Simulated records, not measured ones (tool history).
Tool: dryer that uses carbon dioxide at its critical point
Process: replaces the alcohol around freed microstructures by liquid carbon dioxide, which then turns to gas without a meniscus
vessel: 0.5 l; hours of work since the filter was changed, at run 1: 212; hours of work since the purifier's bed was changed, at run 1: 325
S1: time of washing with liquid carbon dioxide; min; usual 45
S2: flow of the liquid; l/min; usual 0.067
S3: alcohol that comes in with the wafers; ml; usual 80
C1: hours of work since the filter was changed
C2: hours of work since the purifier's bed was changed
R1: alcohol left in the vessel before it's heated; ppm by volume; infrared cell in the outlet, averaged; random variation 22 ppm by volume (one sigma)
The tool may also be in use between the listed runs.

run     day  S1      S2   S3   C1   C2     R1
  1       0  45   0.067   80  212  325   1838
  2   0.988  45   0.067   80  228  341   1882
  3   2.754  45   0.067   80  257  370   1975
  4   4.429  45   0.067   80  285  397   2043
  5    5.25  45   0.067   80  298  411   2000
  6   6.304  45   0.067   80  316  428   2025
  7   7.421  45  0.0425   80  334  446  10379
  8   8.779  45   0.067   80  356  468   2139
  9   9.696  45   0.067  104  371  483   2800
 10  11.096  45   0.067  104  394  506   2872
 11  12.771  45   0.067  104  421  534   2938
 12    13.6  64  0.0986  115  435  547    149
 13  14.875  64  0.0986  115  456  568    159
     15.646  -- inlet filter changed
 14  16.412  55  0.0986   21   13  593    147
 15  18.375  55  0.0986   21   45  625    164
 16  19.721  67   0.067   41   67  647    242
     20.238  -- purifier's bed changed
 17  21.017  38  0.0586   25   86   13   1763
 18  22.833  52   0.067   25  116   43    273
 19  24.108  64  0.0642   80  137   63    359
 20  26.038  48  0.0946   80  168   95    199

Forecast each of these 3 alternatives for the next run:
  A  27.229  48  0.0997  70  188  114   ?
  B  27.229  48  0.0739  80  188  114   ?
  C  27.229  48  0.0768  80  188  114   ?

run   R1
  A  131
  B  835
  C  689
Without the tool's hidden state the same runs would have given:
run   R1
  A   69
  B  611
  C  494
